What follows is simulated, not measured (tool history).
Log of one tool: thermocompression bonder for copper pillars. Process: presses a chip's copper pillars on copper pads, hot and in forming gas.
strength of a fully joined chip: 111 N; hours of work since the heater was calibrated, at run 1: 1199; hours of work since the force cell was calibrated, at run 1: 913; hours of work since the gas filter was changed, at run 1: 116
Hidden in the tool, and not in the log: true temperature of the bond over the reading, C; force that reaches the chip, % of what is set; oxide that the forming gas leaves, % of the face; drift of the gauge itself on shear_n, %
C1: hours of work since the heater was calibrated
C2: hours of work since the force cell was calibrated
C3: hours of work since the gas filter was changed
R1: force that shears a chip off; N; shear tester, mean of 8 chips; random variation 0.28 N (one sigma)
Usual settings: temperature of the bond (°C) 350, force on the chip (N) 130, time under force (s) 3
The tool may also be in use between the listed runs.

run 1 hour=0.0 | temperature_of_the_bond_(°C)=350 force_on_the_chip_(N)=130 time_under_force_(s)=3 | C1=1199 C2=913 C3=116 | R1=58.8
run 2 hour=51.8 | temperature_of_the_bond_(°C)=350 force_on_the_chip_(N)=130 time_under_force_(s)=3 | C1=1231 C2=946 C3=149 | R1=59.2
run 3 hour=104.1 | temperature_of_the_bond_(°C)=337 force_on_the_chip_(N)=130 time_under_force_(s)=3 | C1=1264 C2=979 C3=182 | R1=54.0
-- hour=115.1 forming gas filter changed
run 4 hour=139.9 | temperature_of_the_bond_(°C)=350 force_on_the_chip_(N)=130 time_under_force_(s)=3 | C1=1286 C2=1001 C3=16 | R1=59.5
run 5 hour=176.4 | temperature_of_the_bond_(°C)=350 force_on_the_chip_(N)=130 time_under_force_(s)=3 | C1=1309 C2=1024 C3=39 | R1=58.8
run 6 hour=214.4 | temperature_of_the_bond_(°C)=350 force_on_the_chip_(N)=132 time_under_force_(s)=3 | C1=1333 C2=1048 C3=62 | R1=59.5
run 7 hour=246.9 | temperature_of_the_bond_(°C)=350 force_on_the_chip_(N)=130 time_under_force_(s)=3 | C1=1354 C2=1068 C3=83 | R1=58.8
run 8 hour=312.9 | temperature_of_the_bond_(°C)=350 force_on_the_chip_(N)=130 time_under_force_(s)=7 | C1=1395 C2=1110 C3=124 | R1=76.4
run 9 hour=366.1 | temperature_of_the_bond_(°C)=350 force_on_the_chip_(N)=130 time_under_force_(s)=3 | C1=1429 C2=1143 C3=158 | R1=58.8
-- hour=390.3 heater calibrated with a thermocouple chip
run 10 hour=399.3 | temperature_of_the_bond_(°C)=361 force_on_the_chip_(N)=130 time_under_force_(s)=3 | C1=6 C2=1163 C3=178 | R1=63.3
-- hour=416.2 forming gas filter changed
run 11 hour=466.6 | temperature_of_the_bond_(°C)=360 force_on_the_chip_(N)=130 time_under_force_(s)=3 | C1=48 C2=1205 C3=32 | R1=62.9
run 12 hour=512.7 | temperature_of_the_bond_(°C)=350 force_on_the_chip_(N)=130 time_under_force_(s)=3 | C1=77 C2=1234 C3=61 | R1=58.9
run 13 hour=562.4 | temperature_of_the_bond_(°C)=370 force_on_the_chip_(N)=185 time_under_force_(s)=5 | C1=108 C2=1265 C3=92 | R1=90.4
run 14 hour=620.9 | temperature_of_the_bond_(°C)=325 force_on_the_chip_(N)=93 time_under_force_(s)=2 | C1=145 C2=1302 C3=129 | R1=32.1
run 15 hour=649.3 | temperature_of_the_bond_(°C)=350 force_on_the_chip_(N)=82 time_under_force_(s)=3 | C1=163 C2=1320 C3=147 | R1=42.4
run 16 hour=684.9 | temperature_of_the_bond_(°C)=350 force_on_the_chip_(N)=82 time_under_force_(s)=3 | C1=185 C2=1342 C3=169 | R1=42.1
-- hour=714.2 forming gas filter changed
run 17 hour=745.0 | temperature_of_the_bond_(°C)=354 force_on_the_chip_(N)=83 time_under_force_(s)=2 | C1=223 C2=1380 C3=19 | R1=37.9
run 18 hour=781.4 | temperature_of_the_bond_(°C)=354 force_on_the_chip_(N)=83 time_under_force_(s)=2 | C1=245 C2=1403 C3=42 | R1=37.4
run 19 hour=818.2 | temperature_of_the_bond_(°C)=355 force_on_the_chip_(N)=164 time_under_force_(s)=5 | C1=269 C2=1426 C3=65 | R1=80.2
run 20 hour=884.7 | temperature_of_the_bond_(°C)=326 force_on_the_chip_(N)=193 time_under_force_(s)=2 | C1=310 C2=1468 C3=107 | R1=56.5
run 21 hour=917.3 | temperature_of_the_bond_(°C)=353 force_on_the_chip_(N)=130 time_under_force_(s)=3 | C1=331 C2=1488 C3=128 | R1=59.8
run 22 hour=966.7 | temperature_of_the_bond_(°C)=356 force_on_the_chip_(N)=90 time_under_force_(s)=9 | C1=362 C2=1519 C3=159 | R1=68.8
run 23 hour=1007.4 | temperature_of_the_bond_(°C)=356 force_on_the_chip_(N)=90 time_under_force_(s)=9 | C1=388 C2=1545 C3=184 | R1=69.1
-- hour=1012.2 forming gas filter changed
run 24 hour=1038.5 | temperature_of_the_bond_(°C)=342 force_on_the_chip_(N)=98 time_under_force_(s)=7 | C1=407 C2=1564 C3=17 | R1=61.8

Forecast each of these 4 alternatives for the next run:
run A hour=1104.2 | temperature_of_the_bond_(°C)=332 force_on_the_chip_(N)=98 time_under_force_(s)=2 | C1=448 C2=1606 C3=58 | R1=?
run B hour=1104.2 | temperature_of_the_bond_(°C)=342 force_on_the_chip_(N)=98 time_under_force_(s)=7 | C1=448 C2=1606 C3=58 | R1=?
run C hour=1104.2 | temperature_of_the_bond_(°C)=332 force_on_the_chip_(N)=125 time_under_force_(s)=2 | C1=448 C2=1606 C3=58 | R1=?
run D hour=1104.2 | temperature_of_the_bond_(°C)=341 force_on_the_chip_(N)=89 time_under_force_(s)=7 | C1=448 C2=1606 C3=58 | R1=?

run=A R1=35.7
run=B R1=61.3
run=C R1=43.7
run=D R1=57.4
Without the tool's hidden state the same runs would have given:
run=A R1=35.7
run=B R1=61.4
run=C R1=43.7
run=D R1=57.4

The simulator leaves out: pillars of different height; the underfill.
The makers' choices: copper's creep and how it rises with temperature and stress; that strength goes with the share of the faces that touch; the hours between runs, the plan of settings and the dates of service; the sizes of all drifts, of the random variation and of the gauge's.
